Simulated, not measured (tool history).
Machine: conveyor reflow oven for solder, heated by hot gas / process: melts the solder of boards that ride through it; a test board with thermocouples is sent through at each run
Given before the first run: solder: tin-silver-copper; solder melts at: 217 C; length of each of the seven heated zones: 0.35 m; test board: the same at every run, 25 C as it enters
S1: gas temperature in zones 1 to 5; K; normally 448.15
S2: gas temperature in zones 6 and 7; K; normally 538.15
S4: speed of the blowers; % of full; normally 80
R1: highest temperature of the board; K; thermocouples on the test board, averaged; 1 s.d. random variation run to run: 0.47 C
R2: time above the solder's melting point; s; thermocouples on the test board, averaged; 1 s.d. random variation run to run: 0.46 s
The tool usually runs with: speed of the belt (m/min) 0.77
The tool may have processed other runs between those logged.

{"run": 1, "hour": 0.0, "S1": 448.15, "S2": 538.15, "speed of the belt (m/min)": 0.77, "S4": 80, "R1": 526.15, "R2": 41.3}
{"run": 2, "hour": 50.9, "S1": 448.15, "S2": 538.15, "speed of the belt (m/min)": 0.77, "S4": 80, "R1": 525.35, "R2": 41.7}
{"run": 3, "hour": 130.7, "S1": 448.15, "S2": 538.15, "speed of the belt (m/min)": 0.77, "S4": 80, "R1": 524.85, "R2": 42.2}
{"run": 4, "hour": 207.8, "S1": 448.15, "S2": 538.15, "speed of the belt (m/min)": 0.77, "S4": 80, "R1": 525.05, "R2": 41.7}
{"run": 5, "hour": 275.8, "S1": 449.15, "S2": 538.15, "speed of the belt (m/min)": 0.77, "S4": 80, "R1": 524.35, "R2": 42.3}
{"run": 6, "hour": 326.2, "S1": 449.15, "S2": 538.15, "speed of the belt (m/min)": 0.77, "S4": 80, "R1": 524.75, "R2": 42.4}
{"run": 7, "hour": 402.7, "S1": 449.15, "S2": 538.15, "speed of the belt (m/min)": 0.77, "S4": 80, "R1": 524.15, "R2": 41.3}
{"run": 8, "hour": 496.4, "S1": 449.15, "S2": 538.15, "speed of the belt (m/min)": 0.77, "S4": 80, "R1": 523.05, "R2": 40.6}
{"run": 9, "hour": 540.9, "S1": 463.15, "S2": 533.15, "speed of the belt (m/min)": 0.77, "S4": 56, "R1": 515.05, "R2": 37.9}
{"run": 10, "hour": 583.0, "S1": 445.15, "S2": 538.15, "speed of the belt (m/min)": 0.77, "S4": 75, "R1": 520.75, "R2": 38}
{"run": 11, "hour": 639.5, "S1": 455.15, "S2": 533.15, "speed of the belt (m/min)": 0.77, "S4": 75, "R1": 520.65, "R2": 41.6}
{"run": 12, "hour": 706.7, "S1": 448.15, "S2": 538.15, "speed of the belt (m/min)": 0.77, "S4": 50, "R1": 515.05, "R2": 33}
{"run": 13, "hour": 802.4, "S1": 451.15, "S2": 539.15, "speed of the belt (m/min)": 0.622, "S4": 50, "R1": 522.75, "R2": 50.3}

Removed from this log: 3 entries logged between the listed runs. Between which two listed runs does each belong, and how does the tool's hidden state at the listed run before it compare with that at the listed run after it?
Between runs 4 and 5: belt drive overhauled, speed set with a stopwatch (hour 215.9)
  heat that the gas passes to the board, % of a clean oven's: 93.7 -> 92.6; belt's true speed, % of the reading: 98.76 -> 97.99; true gas temperature in zones 6 and 7 over the reading, C: -0.63 -> -0.71
  measured minus no-state result, R1: -1.7 -> -1.9 K; R2: -0.5 -> -0.3 s
Between runs 7 and 8: belt drive overhauled, speed set with a stopwatch, once more (hour 413.6)
  heat that the gas passes to the board, % of a clean oven's: 90.3 -> 88.7; belt's true speed, % of the reading: 97.79 -> 99.87; true gas temperature in zones 6 and 7 over the reading, C: -0.85 -> -0.96
  measured minus no-state result, R1: -2.6 -> -3.7 K; R2: -0.7 -> -2.3 s
Between runs 10 and 11: flux residue cleaned out of gas plates and filters (hour 639.5)
  heat that the gas passes to the board, % of a clean oven's: 87.1 -> 99.2; belt's true speed, % of the reading: 99.74 -> 99.65; true gas temperature in zones 6 and 7 over the reading, C: -1.05 -> -1.1
  measured minus no-state result, R1: -4.3 -> -1 K; R2: -3 -> -0.4 s

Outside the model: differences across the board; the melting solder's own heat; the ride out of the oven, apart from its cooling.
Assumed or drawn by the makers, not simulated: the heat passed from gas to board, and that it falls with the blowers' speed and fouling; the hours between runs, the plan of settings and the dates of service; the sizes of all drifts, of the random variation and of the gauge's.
